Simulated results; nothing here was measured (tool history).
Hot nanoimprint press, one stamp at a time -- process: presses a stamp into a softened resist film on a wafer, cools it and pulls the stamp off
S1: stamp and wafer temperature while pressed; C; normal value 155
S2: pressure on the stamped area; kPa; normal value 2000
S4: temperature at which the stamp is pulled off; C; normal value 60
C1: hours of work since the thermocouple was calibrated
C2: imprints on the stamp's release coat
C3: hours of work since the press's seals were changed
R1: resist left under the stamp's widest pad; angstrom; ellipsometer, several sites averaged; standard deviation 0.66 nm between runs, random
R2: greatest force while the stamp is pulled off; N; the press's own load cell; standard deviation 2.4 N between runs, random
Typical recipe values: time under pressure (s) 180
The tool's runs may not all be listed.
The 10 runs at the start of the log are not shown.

{"run": 11, "hour": 95.7, "S1": 155, "S2": 2610, "time under pressure (s)": 180, "S4": 60, "C1": 130, "C2": 871, "C3": 230, "R1": 666, "R2": 136}
{"run": 12, "hour": 111.3, "S1": 155, "S2": 2610, "time under pressure (s)": 180, "S4": 60, "C1": 137, "C2": 917, "C3": 237, "R1": 655, "R2": 141}
{"run": 13, "hour": 125.6, "S1": 155, "S2": 2000, "time under pressure (s)": 180, "S4": 60, "C1": 143, "C2": 960, "C3": 243, "R1": 752, "R2": 138}
{"run": 14, "hour": 133.3, "S1": 155, "S2": 2000, "time under pressure (s)": 180, "S4": 60, "C1": 147, "C2": 983, "C3": 247, "R1": 751, "R2": 136}
{"run": 15, "hour": 145.9, "S1": 155, "S2": 2000, "time under pressure (s)": 180, "S4": 60, "C1": 152, "C2": 1021, "C3": 252, "R1": 746, "R2": 137}
{"run": 16, "hour": 157.4, "S1": 158, "S2": 2770, "time under pressure (s)": 295, "S4": 50, "C1": 157, "C2": 1056, "C3": 257, "R1": 445, "R2": 155}
{"run": 17, "hour": 168.6, "S1": 146, "S2": 2010, "time under pressure (s)": 295, "S4": 50, "C1": 162, "C2": 1089, "C3": 262, "R1": 962, "R2": 159}
{"run": 18, "hour": 184.2, "S1": 147, "S2": 2250, "time under pressure (s)": 106, "S4": 49, "C1": 169, "C2": 1136, "C3": 269, "R1": 1270, "R2": 156}
{"hour": 204.0, "done": "stamp cleaned and given a new release coat"}
{"run": 19, "hour": 204.0, "S1": 147, "S2": 1370, "time under pressure (s)": 106, "S4": 63, "C1": 176, "C2": 0, "C3": 276, "R1": 1453, "R2": 118}
{"run": 20, "hour": 217.6, "S1": 155, "S2": 2000, "time under pressure (s)": 112, "S4": 47, "C1": 182, "C2": 41, "C3": 282, "R1": 927, "R2": 154}
{"run": 21, "hour": 230.6, "S1": 155, "S2": 2000, "time under pressure (s)": 258, "S4": 50, "C1": 187, "C2": 80, "C3": 288, "R1": 644, "R2": 150}
{"run": 22, "hour": 243.9, "S1": 155, "S2": 2000, "time under pressure (s)": 258, "S4": 50, "C1": 193, "C2": 120, "C3": 293, "R1": 655, "R2": 144}
{"run": 23, "hour": 257.4, "S1": 155, "S2": 2000, "time under pressure (s)": 258, "S4": 50, "C1": 199, "C2": 161, "C3": 300, "R1": 666, "R2": 147}
{"run": 24, "hour": 267.0, "S1": 155, "S2": 2000, "time under pressure (s)": 258, "S4": 50, "C1": 204, "C2": 189, "C3": 304, "R1": 661, "R2": 144}
{"run": 25, "hour": 277.2, "S1": 144, "S2": 2000, "time under pressure (s)": 258, "S4": 50, "C1": 208, "C2": 220, "C3": 308, "R1": 1148, "R2": 150}
{"run": 26, "hour": 284.5, "S1": 162, "S2": 1680, "time under pressure (s)": 180, "S4": 60, "C1": 212, "C2": 242, "C3": 312, "R1": 593, "R2": 133}
{"run": 27, "hour": 293.5, "S1": 162, "S2": 1680, "time under pressure (s)": 180, "S4": 60, "C1": 216, "C2": 269, "C3": 316, "R1": 584, "R2": 128}
{"run": 28, "hour": 302.1, "S1": 155, "S2": 2000, "time under pressure (s)": 180, "S4": 46, "C1": 219, "C2": 295, "C3": 320, "R1": 767, "R2": 154}
{"run": 29, "hour": 311.8, "S1": 148, "S2": 1920, "time under pressure (s)": 137, "S4": 55, "C1": 224, "C2": 324, "C3": 324, "R1": 1197, "R2": 139}
{"run": 30, "hour": 318.6, "S1": 146, "S2": 2000, "time under pressure (s)": 180, "S4": 60, "C1": 227, "C2": 344, "C3": 327, "R1": 1186, "R2": 132}

Below are 4 alternative next runs, each starting from the tool's condition after run 30. Predict each:
{"run": "A", "hour": 329.1, "S1": 146, "S2": 1290, "time under pressure (s)": 180, "S4": 46, "C1": 232, "C2": 376, "C3": 332, "R1": "?", "R2": "?"}
{"run": "B", "hour": 329.1, "S1": 156, "S2": 2000, "time under pressure (s)": 180, "S4": 60, "C1": 232, "C2": 376, "C3": 332, "R1": "?", "R2": "?"}
{"run": "C", "hour": 329.1, "S1": 159, "S2": 2000, "time under pressure (s)": 98, "S4": 60, "C1": 232, "C2": 376, "C3": 332, "R1": "?", "R2": "?"}
{"run": "D", "hour": 329.1, "S1": 152, "S2": 2720, "time under pressure (s)": 180, "S4": 60, "C1": 232, "C2": 376, "C3": 332, "R1": "?", "R2": "?"}

run=A R1=1364 R2=158
run=B R1=738 R2=135
run=C R1=806 R2=130
run=D R1=788 R2=130
The same runs, with their run-to-run variation unchanged, on a tool lacking any hidden condition would have given:
run=A R1=1290 R2=151
run=B R1=686 R2=129
run=C R1=752 R2=124
run=D R1=729 R2=124
